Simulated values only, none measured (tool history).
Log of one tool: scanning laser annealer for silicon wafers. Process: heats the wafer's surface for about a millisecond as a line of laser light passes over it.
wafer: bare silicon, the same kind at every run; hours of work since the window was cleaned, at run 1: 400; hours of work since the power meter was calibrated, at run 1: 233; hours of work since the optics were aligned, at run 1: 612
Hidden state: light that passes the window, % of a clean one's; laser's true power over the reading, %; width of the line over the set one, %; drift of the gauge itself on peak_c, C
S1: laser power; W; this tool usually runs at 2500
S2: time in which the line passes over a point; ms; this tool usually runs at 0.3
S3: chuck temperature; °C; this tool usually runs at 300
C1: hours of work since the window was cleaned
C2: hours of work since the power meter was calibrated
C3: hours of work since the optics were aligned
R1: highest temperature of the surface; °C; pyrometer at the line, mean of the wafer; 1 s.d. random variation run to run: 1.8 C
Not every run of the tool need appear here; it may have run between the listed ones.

Run 1, hour 0: usual settings; C1 400; C2 233; C3 612. Result: R1 985 °C.
Run 2, hour 60.2: usual settings; C1 426; C2 259; C3 637. Result: R1 982 °C.
Run 3, hour 116.6: usual settings; C1 450; C2 283; C3 662. Result: R1 984 °C.
Run 4, hour 163.2: usual settings; C1 470; C2 303; C3 682. Result: R1 980 °C.
Run 5, hour 225.3: usual settings; C1 497; C2 330; C3 708. Result: R1 978 °C.
Run 6, hour 258.9: usual settings; C1 511; C2 344; C3 723. Result: R1 980 °C.
Run 7, hour 316.4: usual settings; C1 535; C2 369; C3 747. Result: R1 977 °C.
Run 8, hour 364.1: usual settings but S1 2549 W; C1 556; C2 389; C3 768. Result: R1 988 °C.
Run 9, hour 393.7: usual settings but S1 2549 W; C1 569; C2 402; C3 780. Result: R1 992 °C.
Run 10, hour 442.8: usual settings but S1 2549 W; C1 590; C2 423; C3 801. Result: R1 989 °C.
Run 11, hour 477.8: usual settings but S1 2549 W; C1 605; C2 438; C3 816. Result: R1 985 °C.
Run 12, hour 540.8: usual settings but S2 0.357 ms; C1 632; C2 465; C3 843. Result: R1 1029 °C.
Run 13, hour 591.5: usual settings but S2 0.357 ms; C1 653; C2 486; C3 865. Result: R1 1026 °C.
Run 14, hour 662.4: usual settings but S2 0.357 ms; C1 684; C2 517; C3 895. Result: R1 1022 °C.
Run 15, hour 735.3: usual settings but S2 0.357 ms; C1 715; C2 548; C3 926. Result: R1 1021 °C.
Run 16, hour 769.1: usual settings but S2 0.357 ms; C1 729; C2 563; C3 941. Result: R1 1022 °C.
Run 17, hour 815.1: usual settings but S2 0.357 ms; C1 749; C2 582; C3 961. Result: R1 1023 °C.
Run 18, hour 847: usual settings; C1 763; C2 596; C3 974. Result: R1 965 °C.
Run 19, hour 892.5: usual settings; C1 782; C2 615; C3 994. Result: R1 964 °C.
Run 20, hour 944.4: usual settings; C1 804; C2 638; C3 1016. Result: R1 961 °C.
At hour 1006.6: window over the wafer cleaned.
Run 21, hour 1009.8: usual settings; C1 1; C2 665; C3 1043. Result: R1 993 °C.
At hour 1029.2: optics aligned, line set to its width.
Run 22, hour 1087.7: usual settings; C1 33; C2 696; C3 25. Result: R1 985 °C.
Run 23, hour 1140.8: usual settings but S1 2135 W, S3 338 °C; C1 55; C2 719; C3 48. Result: R1 922 °C.
Run 24, hour 1192.3: usual settings but S1 2492 W, S2 0.377 ms, S3 321 °C; C1 77; C2 741; C3 70. Result: R1 1076 °C.
Run 25, hour 1253.3: usual settings but S1 2170 W, S2 0.227 ms, S3 324 °C; C1 103; C2 767; C3 96. Result: R1 844 °C.
Run 26, hour 1302.8: usual settings but S1 2170 W, S2 0.227 ms, S3 324 °C; C1 125; C2 788; C3 117. Result: R1 841 °C.
Run 27, hour 1375.6: usual settings but S1 2170 W, S2 0.227 ms, S3 324 °C; C1 156; C2 819; C3 148. Result: R1 844 °C.

Estimate the outcome of run 28 from the log above:
At hour 1392.2: optics aligned, line set to its width, once more.
Run 28, hour 1427.9: usual settings but S1 2636 W, S2 0.222 ms, S3 298 °C; C1 176; C2 839; C3 15. Result: R1 ?.

Logged for run 28: R1 947 °C.
Were there no unlogged condition in the tool, this run, its random variation unchanged, would have produced R1 953 °C.
